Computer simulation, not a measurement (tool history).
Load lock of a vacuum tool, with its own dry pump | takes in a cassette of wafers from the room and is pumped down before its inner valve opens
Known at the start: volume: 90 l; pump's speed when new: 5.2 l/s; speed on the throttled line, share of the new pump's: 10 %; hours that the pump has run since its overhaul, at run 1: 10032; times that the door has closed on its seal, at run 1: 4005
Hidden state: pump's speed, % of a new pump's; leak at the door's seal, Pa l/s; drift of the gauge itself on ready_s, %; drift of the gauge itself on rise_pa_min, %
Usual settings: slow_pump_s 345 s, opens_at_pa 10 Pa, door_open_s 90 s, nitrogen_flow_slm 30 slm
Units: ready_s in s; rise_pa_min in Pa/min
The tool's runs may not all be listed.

run	day	slow_pump_s	opens_at_pa	door_open_s	nitrogen_flow_slm	hours that the pump has run since its overhaul	times that the door has closed on its seal	incoming humidity of the room's air, %	ready_s	rise_pa_min
1	0.000	345	10	90	30	10032	4005	47.0	497.2	0.031
2	15.004	345	10	90	30	10392	5574	39.5	504.4	0.041
3	25.642	345	10	90	30	10648	6687	44.7	506.1	0.054
4	35.912	345	10	90	30	10894	7762	41.8	499.2	0.057
5	44.783	345	10	90	13	11107	8690	45.9	500.8	0.071
6	54.962	345	10	90	13	11351	9755	46.6	502.1	0.080
7	67.042	345	10	90	13	11641	11019	45.3	503.4	0.095
8	76.525	345	10	90	22	11869	12012	44.7	507.1	0.097

The next listed run, before its measurement:
9	87.258	183	10	90	22	12127	13135	46.1	?	?

Run 9 gave ready_s 362.9 s, rise_pa_min 0.114 Pa/min.
Without the tool's hidden state the same run would have given ready_s 326.3 s, rise_pa_min 0.019 Pa/min.
